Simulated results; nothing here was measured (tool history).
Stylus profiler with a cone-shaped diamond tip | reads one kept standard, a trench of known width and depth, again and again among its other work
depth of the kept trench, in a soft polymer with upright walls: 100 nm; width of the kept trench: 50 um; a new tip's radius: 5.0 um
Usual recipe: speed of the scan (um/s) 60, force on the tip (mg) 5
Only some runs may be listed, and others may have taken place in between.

run	day	speed of the scan (um/s)	force on the tip (mg)	depth of the trench (angstrom)	width of the trench's floor (um)
1	0	60	5	1006.6	47.26
2	3.438	60	5	1007.9	47.21
3	6.104	60	5	1006.3	47.26
4	8.158	60	8.1	1012.9	47.22
5	11.554	22	5	1005.4	47.37
6	14.883	22	5	1004.2	47.35
7	16.942	22	5	1004.7	47.33
8	20.446	22	5	1004.5	47.38
9	23.375	225	5	1006.6	46.5
10	26.425	225	5	1005.8	46.52
11	28.121	225	5	1005.4	46.46
12	29.867	60	3.62	1000.9	47.15
13	32.362	20	3.62	1001.6	47.28
14	35.225	20	3.62	1001	47.25
15	37.25	37	5	1003.7	47.21
16	39.967	60	3.2	1001	47.02
# day 40.288: height scale calibrated on a step standard
17	42.042	60	3.2	1010.1	47.1
18	43.721	60	3.2	1011.1	47.09
19	46.75	60	5	1016.6	47.12
20	48.304	162	5	1016.1	46.71
21	51.925	60	3.75	1011.4	47.04
22	54.662	70	5	1015.3	47.1
23	57.379	70	5	1015.9	47.04
24	59.35	60	1.78	1005.9	46.83
25	62.704	60	1.78	1006.8	46.91
26	64.546	80	2.84	1008.9	46.87
27	67.492	52	2.84	1009.8	46.97
28	69.171	25	3.91	1010.7	47.15
29	71.225	149	3.14	1008.6	46.52
30	73.467	57	1.84	1007	46.9
31	75.304	57	1.84	1008	46.91
32	78.812	101	5.03	1013.4	46.85
33	81.904	176	3.94	1008.9	46.43
34	85.508	176	3.94	1012.5	46.44
35	87.183	114	4.58	1012	46.72
36	89.738	34	2.78	1008.9	47.01
37	92.346	60	1.8	1006.3	46.81
38	95.554	19	2.56	1006	47.1
39	98.308	19	2.56	1005.7	47.06
40	101.525	46	1.67	1005.4	46.83
41	103.833	26	3.38	1007.9	47.03
42	105.621	96	10.6	1022.7	46.89
43	108.608	88	12.56	1026.2	46.95
44	111.846	100	2.3	1006.5	46.52
45	115.546	60	14.94	1029.3	46.99
46	118.075	60	14.94	1028.6	47.07

Consider 4 possible next runs. They are alternatives, not a sequence: every one starts from the tool as it was left by run 46. What does each give?
A	120.867	106	5	?	?
B	120.867	44	3.31	?	?
C	120.867	21	2.91	?	?
D	120.867	205	3.12	?	?

run	depth of the trench (angstrom)	width of the trench's floor (um)
A	1011.8	46.67
B	1005.8	46.93
C	1005.4	46.99
D	1005	46.07
Without the tool's unlogged condition, the same runs would have read:
run	depth of the trench (angstrom)	width of the trench's floor (um)
A	1016.8	47.56
B	1010.7	47.82
C	1010.4	47.88
D	1010	46.96

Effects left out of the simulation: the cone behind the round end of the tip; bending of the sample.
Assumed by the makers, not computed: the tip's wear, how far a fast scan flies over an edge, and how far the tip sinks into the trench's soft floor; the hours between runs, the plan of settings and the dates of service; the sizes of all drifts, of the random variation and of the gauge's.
